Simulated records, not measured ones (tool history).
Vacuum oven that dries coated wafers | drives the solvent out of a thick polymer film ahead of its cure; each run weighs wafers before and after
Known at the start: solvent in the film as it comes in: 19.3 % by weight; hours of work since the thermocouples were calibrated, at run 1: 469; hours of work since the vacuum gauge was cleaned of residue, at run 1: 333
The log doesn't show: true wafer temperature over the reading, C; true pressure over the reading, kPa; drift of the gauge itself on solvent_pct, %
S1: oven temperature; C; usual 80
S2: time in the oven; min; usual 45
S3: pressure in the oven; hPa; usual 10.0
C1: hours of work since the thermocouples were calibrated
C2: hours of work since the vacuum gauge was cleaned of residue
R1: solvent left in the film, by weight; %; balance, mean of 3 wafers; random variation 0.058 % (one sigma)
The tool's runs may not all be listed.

{"run": 1, "hour": 0.0, "S1": 80, "S2": 45, "S3": 10.0, "C1": 469, "C2": 333, "R1": 3.25}
{"run": 2, "hour": 27.6, "S1": 80, "S2": 45, "S3": 10.0, "C1": 481, "C2": 344, "R1": 3.24}
{"run": 3, "hour": 47.2, "S1": 80, "S2": 45, "S3": 10.0, "C1": 489, "C2": 352, "R1": 3.22}
{"run": 4, "hour": 80.3, "S1": 80, "S2": 45, "S3": 10.0, "C1": 502, "C2": 366, "R1": 3.15}
{"run": 5, "hour": 104.9, "S1": 80, "S2": 24, "S3": 10.0, "C1": 512, "C2": 376, "R1": 6.09}
{"run": 6, "hour": 122.3, "S1": 80, "S2": 68, "S3": 10.0, "C1": 519, "C2": 383, "R1": 2.13}
{"run": 7, "hour": 139.5, "S1": 67, "S2": 68, "S3": 10.0, "C1": 526, "C2": 390, "R1": 6.73}
{"run": 8, "hour": 171.4, "S1": 67, "S2": 68, "S3": 14.0, "C1": 539, "C2": 403, "R1": 7.6}
{"run": 9, "hour": 205.6, "S1": 80, "S2": 45, "S3": 22.7, "C1": 553, "C2": 417, "R1": 4.82}
{"run": 10, "hour": 221.4, "S1": 80, "S2": 22, "S3": 10.9, "C1": 560, "C2": 423, "R1": 6.61}
{"run": 11, "hour": 242.2, "S1": 74, "S2": 22, "S3": 5.3, "C1": 568, "C2": 432, "R1": 8.73}
{"run": 12, "hour": 277.6, "S1": 72, "S2": 45, "S3": 12.0, "C1": 583, "C2": 446, "R1": 6.74}
{"run": 13, "hour": 301.5, "S1": 75, "S2": 25, "S3": 11.4, "C1": 592, "C2": 456, "R1": 8.18}
{"run": 14, "hour": 317.9, "S1": 70, "S2": 64, "S3": 10.0, "C1": 599, "C2": 463, "R1": 5.73}
{"run": 15, "hour": 346.9, "S1": 85, "S2": 74, "S3": 10.0, "C1": 611, "C2": 475, "R1": 1.43}
{"run": 16, "hour": 367.6, "S1": 88, "S2": 33, "S3": 10.1, "C1": 619, "C2": 483, "R1": 2.03}
{"run": 17, "hour": 383.1, "S1": 84, "S2": 34, "S3": 12.8, "C1": 626, "C2": 489, "R1": 3.32}

3 ways to go on from here, each from the tool as it stands after run 17. What would each give?
{"run": "A", "hour": 408.7, "S1": 80, "S2": 68, "S3": 10.0, "C1": 636, "C2": 500, "R1": "?"}
{"run": "B", "hour": 408.7, "S1": 67, "S2": 66, "S3": 39.4, "C1": 636, "C2": 500, "R1": "?"}
{"run": "C", "hour": 408.7, "S1": 80, "S2": 45, "S3": 37.9, "C1": 636, "C2": 500, "R1": "?"}

run=A R1=2.17
run=B R1=11.83
run=C R1=6.69
Without the tool's hidden state the same runs would have given:
run=A R1=2.09
run=B R1=12.04
run=C R1=6.87
